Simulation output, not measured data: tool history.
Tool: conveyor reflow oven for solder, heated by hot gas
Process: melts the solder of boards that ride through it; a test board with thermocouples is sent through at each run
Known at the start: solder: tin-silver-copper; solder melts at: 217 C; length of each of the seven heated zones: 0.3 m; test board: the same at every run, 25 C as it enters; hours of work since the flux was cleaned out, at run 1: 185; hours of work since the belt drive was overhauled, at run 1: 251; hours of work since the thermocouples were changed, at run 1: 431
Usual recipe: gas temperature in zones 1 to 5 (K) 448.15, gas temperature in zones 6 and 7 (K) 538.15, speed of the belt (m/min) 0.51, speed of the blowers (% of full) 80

run	day	gas temperature in zones 1 to 5 (K)	gas temperature in zones 6 and 7 (K)	speed of the belt (m/min)	speed of the blowers (% of full)	hours of work since the flux was cleaned out	hours of work since the belt drive was overhauled	hours of work since the thermocouples were changed	highest temperature of the board (K)	time above the solder's melting point (s)
1	0	448.15	538.15	0.51	80	185	251	431	523.35	52.1
2	1.008	448.15	538.15	0.51	80	200	266	446	523.55	51.9
3	2.017	448.15	538.15	0.51	80	215	281	461	523.35	52.3
4	3.029	448.15	538.15	0.51	80	230	296	476	523.25	52.3
5	3.6	448.15	538.15	0.51	52	238	304	485	517.25	45.1
6	4.346	448.15	538.15	0.51	52	249	315	495	517.25	45.4
7	4.862	448.15	538.15	0.51	80	257	323	503	523.35	52.2
8	5.892	448.15	538.15	0.51	80	272	338	518	523.75	52
9	6.571	448.15	538.15	0.51	80	282	348	528	523.65	52.3
10	7.204	442.15	538.15	0.51	80	291	357	538	522.45	49.7
# day 7.654: flux residue cleaned out of gas plates and filters
11	8.504	448.15	538.15	0.51	80	12	373	554	523.45	52.1
12	9.496	448.15	538.15	0.51	80	27	388	568	523.55	52.3
13	10.529	448.15	538.15	0.51	80	42	403	584	523.55	52.3
14	11.204	448.15	537.15	0.51	80	52	413	594	522.65	51.7
15	11.992	448.15	537.15	0.51	80	64	425	605	522.55	51.9
16	13.079	448.15	537.15	0.51	80	80	441	621	522.75	51.6
17	13.592	448.15	537.15	0.51	80	88	448	629	522.65	51.5
18	14.267	448.15	537.15	0.51	80	97	458	639	522.75	51.4
19	15.192	448.15	537.15	0.51	80	111	472	652	522.65	51.3
20	15.812	448.15	537.15	0.51	80	120	481	661	522.75	51.2
21	16.654	454.15	538.15	0.51	80	133	493	674	524.45	54.8
22	17.325	448.15	538.15	0.597	83	143	503	684	518.95	40.4
23	18.417	448.15	538.15	0.597	83	159	519	700	518.85	40.3
24	18.912	448.15	538.15	0.582	80	166	527	707	519.35	42.2
25	19.475	448.15	550.15	0.46	80	174	535	715	537.45	66.4
26	20.308	448.15	550.15	0.46	80	187	547	728	537.35	67.1
27	20.792	450.15	537.15	0.5	53	194	554	735	517.95	48
28	21.383	446.15	534.15	0.413	61	202	563	744	522.25	63.2
29	21.925	446.15	542.15	0.592	80	210	571	752	521.65	41.9
30	22.4	446.15	542.15	0.592	80	217	578	759	521.75	41.8
31	23.15	451.15	548.15	0.51	83	228	589	770	533.45	59

How the hidden state differs across the entries between the runs, from the last listed run before each to the first after it:
Logged between run 10 and run 11: flux residue cleaned out of gas plates and filters (day 7.654)
  heat that the gas passes to the board, % of a clean oven's: 99.9 -> 100
